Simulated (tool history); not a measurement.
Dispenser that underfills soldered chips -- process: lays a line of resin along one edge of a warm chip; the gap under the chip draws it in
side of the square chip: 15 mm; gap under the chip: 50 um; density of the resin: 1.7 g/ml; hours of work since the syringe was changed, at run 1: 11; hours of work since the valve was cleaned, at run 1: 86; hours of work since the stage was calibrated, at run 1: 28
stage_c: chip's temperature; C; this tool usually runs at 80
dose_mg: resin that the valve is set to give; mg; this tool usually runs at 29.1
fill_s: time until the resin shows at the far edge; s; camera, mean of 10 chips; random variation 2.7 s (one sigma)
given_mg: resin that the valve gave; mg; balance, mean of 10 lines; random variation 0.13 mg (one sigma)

run   hour  stage_c  dose_mg  hours of work since the syringe was changed  hours of work since the valve was cleaned  hours of work since the stage was calibrated  fill_s  given_mg
  1    0.0       80     29.1                                           11                                         86                                            28   528.3     27.06
       2.0  -- new syringe of resin
  2    5.6       80     29.1                                            3                                         90                                            32   309.6     26.79
  3    9.5       80     29.1                                            5                                         92                                            35   368.6     26.79
  4   14.5       80     29.1                                            9                                         96                                            38   449.5     26.75
      19.3  -- new syringe of resin
  5   21.2       80     32.6                                            1                                        100                                            43   278.6     29.80
  6   29.1       93     29.1                                            7                                        106                                            48   213.1     26.48
      31.3  -- dispensing valve cleaned and set on the balance
  7   36.9       93     29.1                                           12                                          4                                            53   276.3     28.94
      38.2  -- new syringe of resin
  8   44.4       80     24.8                                            4                                          9                                            58   349.0     24.69
  9   52.9       80     29.1                                           10                                         15                                            64   484.6     28.65
      55.9  -- new syringe of resin
 10   57.0       80     29.1                                            1                                         18                                            67   266.2     28.86
 11   62.6       80     29.1                                            5                                         21                                            71   342.2     28.51
 12   68.6       73     29.1                                            9                                         26                                            75   636.3     28.60
      73.5  -- new syringe of resin
 13   75.9       73     29.1                                            2                                         31                                            80   409.6     28.44
 14   80.7       80     28.3                                            5                                         34                                            83   353.8     27.68
 15   88.1       65     28.3                                           10                                         39                                            88  1095.2     27.75
      91.1  -- new syringe of resin
 16   94.7       80     27.7                                            3                                         44                                            93   305.4     26.68
 17   99.5       80     27.7                                            6                                         47                                            96   378.5     26.89
 18  103.8       80     27.7                                            9                                         50                                            99   457.5     26.59
     109.0  -- new syringe of resin
 19  110.0       70     34.8                                            1                                         54                                           103   459.2     33.53
 20  114.1       91     34.0                                            4                                         57                                           106   184.3     32.50
 21  122.8       69     31.0                                           10                                         63                                           112   837.7     29.48
     127.0  -- new syringe of resin
 22  130.1       72     27.6                                            2                                         68                                           117   451.0     25.99
 23  136.6       83     26.3                                            7                                         72                                           122   346.8     25.01
 24  143.0       66     32.9                                           11                                         77                                           126  1071.2     31.12
     144.4  -- new syringe of resin
 25  151.9       74     32.7                                            5                                         83                                           132   477.7     30.58
 26  158.7       87     34.5                                           10                                         88                                           137   326.7     31.93
     162.2  -- new syringe of resin
 27  162.9       70     32.8                                            0                                         90                                           140   447.9     30.51
 28  167.0       80     37.7                                            3                                         93                                           143   313.1     34.98
 29  175.7       80     37.7                                            9                                         99                                           149   461.6     35.04
     179.5  -- new syringe of resin
 30  182.8       80     37.7                                            2                                        104                                           153   280.7     34.70
     187.0  -- dispensing valve cleaned and set on the balance
 31  191.1       80     37.7                                            7                                          3                                           159   378.0     37.76
 32  197.4       66     26.3                                           12                                          7                                           163  1105.4     26.13
     198.5  -- new syringe of resin
 33  206.9       90     26.3                                            6                                         14                                           169   223.4     26.05
 34  214.6       86     34.3                                           11                                         19                                           175   356.2     33.73
     216.0  -- new syringe of resin
 35  218.7       89     32.8                                            2                                         22                                           178   179.2     32.01

What differs in the tool's unlogged condition from the final listed run ahead of each entry between runs to the first listed run following it?
Runs 1 to 2: new syringe of resin (hour 2.0)
  resin's viscosity, % of fresh resin's: 197.2 -> 116; dose that the valve gives, % of what is set: 92.62 -> 92.34; true chip temperature over the reading, C: 0.39 -> 0.4
  difference, measured minus the result without the unlogged condition, fill_s: +258.8 -> +41.1 s; given_mg: -2.16 -> -2.23 mg
Runs 4 to 5: new syringe of resin (hour 19.3)
  resin's viscosity, % of fresh resin's: 170.3 -> 107.4; dose that the valve gives, % of what is set: 91.85 -> 91.47; true chip temperature over the reading, C: 0.43 -> 0.45
  difference, measured minus the result without the unlogged condition, fill_s: +183.9 -> +15.7 s; given_mg: -2.37 -> -2.79 mg
Runs 6 to 7: dispensing valve cleaned and set on the balance (hour 31.3)
  resin's viscosity, % of fresh resin's: 151.3 -> 203.1; dose that the valve gives, % of what is set: 91.06 -> 99.77; true chip temperature over the reading, C: 0.47 -> 0.5
  difference, measured minus the result without the unlogged condition, fill_s: +71.4 -> +137.1 s; given_mg: -2.59 -> -0.07 mg
Runs 7 to 8: new syringe of resin (hour 38.2)
  resin's viscosity, % of fresh resin's: 203.1 -> 129.9; dose that the valve gives, % of what is set: 99.77 -> 99.4; true chip temperature over the reading, C: 0.5 -> 0.52
  difference, measured minus the result without the unlogged condition, fill_s: +137.1 -> +73.7 s; given_mg: -0.07 -> -0.15 mg
Runs 9 to 10: new syringe of resin (hour 55.9)
  resin's viscosity, % of fresh resin's: 187.3 -> 104; dose that the valve gives, % of what is set: 98.95 -> 98.74; true chip temperature over the reading, C: 0.55 -> 0.56
  difference, measured minus the result without the unlogged condition, fill_s: +218.9 -> +3.2 s; given_mg: -0.30 -> -0.37 mg
Runs 12 to 13: new syringe of resin (hour 73.5)
  resin's viscosity, % of fresh resin's: 171.9 -> 109.8; dose that the valve gives, % of what is set: 98.15 -> 97.78; true chip temperature over the reading, C: 0.6 -> 0.62
  difference, measured minus the result without the unlogged condition, fill_s: +255.6 -> +25.3 s; given_mg: -0.54 -> -0.64 mg
Runs 15 to 16: new syringe of resin (hour 91.1)
  resin's viscosity, % of fresh resin's: 186 -> 118.4; dose that the valve gives, % of what is set: 97.09 -> 96.75; true chip temperature over the reading, C: 0.66 -> 0.68
  difference, measured minus the result without the unlogged condition, fill_s: +487.5 -> +40.0 s; given_mg: -0.84 -> -0.89 mg
Runs 18 to 19: new syringe of resin (hour 109.0)
  resin's viscosity, % of fresh resin's: 174.7 -> 104.8; dose that the valve gives, % of what is set: 96.26 -> 95.9; true chip temperature over the reading, C: 0.7 -> 0.72
  difference, measured minus the result without the unlogged condition, fill_s: +188.1 -> +4.7 s; given_mg: -1.03 -> -1.43 mg
Runs 21 to 22: new syringe of resin (hour 127.0)
  resin's viscosity, % of fresh resin's: 182 -> 115.1; dose that the valve gives, % of what is set: 95.25 -> 94.88; true chip temperature over the reading, C: 0.77 -> 0.79
  difference, measured minus the result without the unlogged condition, fill_s: +360.6 -> +47.0 s; given_mg: -1.47 -> -1.40 mg
Runs 24 to 25: new syringe of resin (hour 144.4)
  resin's viscosity, % of fresh resin's: 200.5 -> 137.6; dose that the valve gives, % of what is set: 94.16 -> 93.71; true chip temperature over the reading, C: 0.83 -> 0.86
  difference, measured minus the result without the unlogged condition, fill_s: +515.0 -> +116.7 s; given_mg: -1.93 -> -2.05 mg
Runs 26 to 27: new syringe of resin (hour 162.2)
  resin's viscosity, % of fresh resin's: 184.6 -> 104.2; dose that the valve gives, % of what is set: 93.3 -> 93.1; true chip temperature over the reading, C: 0.88 -> 0.89
  difference, measured minus the result without the unlogged condition, fill_s: +143.0 -> -0.4 s; given_mg: -2.29 -> -2.26 mg
Runs 29 to 30: new syringe of resin (hour 179.5)
  resin's viscosity, % of fresh resin's: 181.2 -> 112.9; dose that the valve gives, % of what is set: 92.37 -> 91.99; true chip temperature over the reading, C: 0.93 -> 0.95
  difference, measured minus the result without the unlogged condition, fill_s: +195.1 -> +20.5 s; given_mg: -2.90 -> -3.02 mg
Runs 30 to 31: dispensing valve cleaned and set on the balance (hour 187.0)
  resin's viscosity, % of fresh resin's: 112.9 -> 154.4; dose that the valve gives, % of what is set: 91.99 -> 99.58; true chip temperature over the reading, C: 0.95 -> 0.98
  difference, measured minus the result without the unlogged condition, fill_s: +20.5 -> +120.7 s; given_mg: -3.02 -> -0.16 mg
Runs 32 to 33: new syringe of resin (hour 198.5)
  resin's viscosity, % of fresh resin's: 202.7 -> 140.9; dose that the valve gives, % of what is set: 99.24 -> 98.72; true chip temperature over the reading, C: 1 -> 1.03
  difference, measured minus the result without the unlogged condition, fill_s: +530.1 -> +57.4 s; given_mg: -0.20 -> -0.33 mg
Runs 34 to 35: new syringe of resin (hour 216.0)
  resin's viscosity, % of fresh resin's: 196.4 -> 111.6; dose that the valve gives, % of what is set: 98.3 -> 98.06; true chip temperature over the reading, C: 1.05 -> 1.07
  difference, measured minus the result without the unlogged condition, fill_s: +165.2 -> +10.4 s; given_mg: -0.58 -> -0.63 mg
